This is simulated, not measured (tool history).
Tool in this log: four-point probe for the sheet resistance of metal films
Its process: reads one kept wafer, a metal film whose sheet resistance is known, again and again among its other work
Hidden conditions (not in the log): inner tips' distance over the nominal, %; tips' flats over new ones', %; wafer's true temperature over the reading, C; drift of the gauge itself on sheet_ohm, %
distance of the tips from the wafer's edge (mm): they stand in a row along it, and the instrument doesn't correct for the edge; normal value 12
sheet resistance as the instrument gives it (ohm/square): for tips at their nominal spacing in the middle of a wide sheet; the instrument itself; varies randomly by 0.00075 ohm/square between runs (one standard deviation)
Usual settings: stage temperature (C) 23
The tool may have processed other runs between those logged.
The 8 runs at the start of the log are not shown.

| run | hour | stage temperature (C) | distance of the tips from the wafer's edge (mm) | touches since the probe head was changed | hours of work since the stage's thermometer was calibrated | sheet resistance as the instrument gives it (ohm/square) |
|---|---|---|---|---|---|---|
| 9 | 122.7 | 32 | 12 | 33764 | 203 | 3.764919 |
| 10 | 132.9 | 32 | 75 | 34394 | 211 | 3.759354 |
| 11 | 143.1 | 32 | 75 | 35024 | 219 | 3.759249 |
| 12 | 159.1 | 32 | 75 | 36013 | 232 | 3.759473 |
| 13 | 172.9 | 32 | 75 | 36860 | 242 | 3.760463 |
| 14 | 195.1 | 25 | 12 | 38234 | 259 | 3.744061 |
| 15 | 205.3 | 23 | 12 | 38864 | 267 | 3.73515 |
| 16 | 217.3 | 23 | 12 | 39605 | 277 | 3.735083 |
| 17 | 240.7 | 28 | 25 | 41046 | 295 | 3.746113 |
| 18 | 265.3 | 33 | 43 | 42564 | 314 | 3.762383 |
| 19 | 276.3 | 33 | 43 | 43246 | 322 | 3.763859 |
| 20 | 286.8 | 26 | 38 | 43892 | 330 | 3.740655 |
| 21 | 310.7 | 23 | 10 | 45363 | 349 | 3.736237 |
| 22 | 335.2 | 33 | 74 | 46878 | 368 | 3.761952 |
| 23 | 356.5 | 33 | 74 | 48191 | 384 | 3.76292 |
| 24 | 376.9 | 20 | 12 | 49450 | 400 | 3.724709 |
| 25 | 388.1 | 28 | 53 | 50145 | 409 | 3.746768 |
| 26 | 412.3 | 28 | 53 | 51634 | 428 | 3.746322 |
| 27 | 430.7 | 26 | 63 | 52770 | 442 | 3.741292 |
| 28 | 443 | 26 | 69 | 53530 | 451 | 3.741722 |
| 29 | 467.4 | 29 | 16 | 55034 | 470 | 3.754091 |
| 30 | 489.4 | 18 | 34 | 56391 | 487 | 3.713039 |
| 31 | 509.9 | 18 | 34 | 57658 | 503 | 3.71366 |

Forecast each of these 3 alternatives for the next run:
| A | 524 | 24 | 6 | 58527 | 514 | ? |
| B | 524 | 21 | 21 | 58527 | 514 | ? |
| C | 524 | 19 | 15 | 58527 | 514 | ? |

| run | sheet resistance as the instrument gives it (ohm/square) |
|---|---|
| A | 3.754601 |
| B | 3.72311 |
| C | 3.719794 |
Without the tool's unlogged condition, the same runs would have read:
| run | sheet resistance as the instrument gives it (ohm/square) |
|---|---|
| A | 3.755071 |
| B | 3.723576 |
| C | 3.72026 |
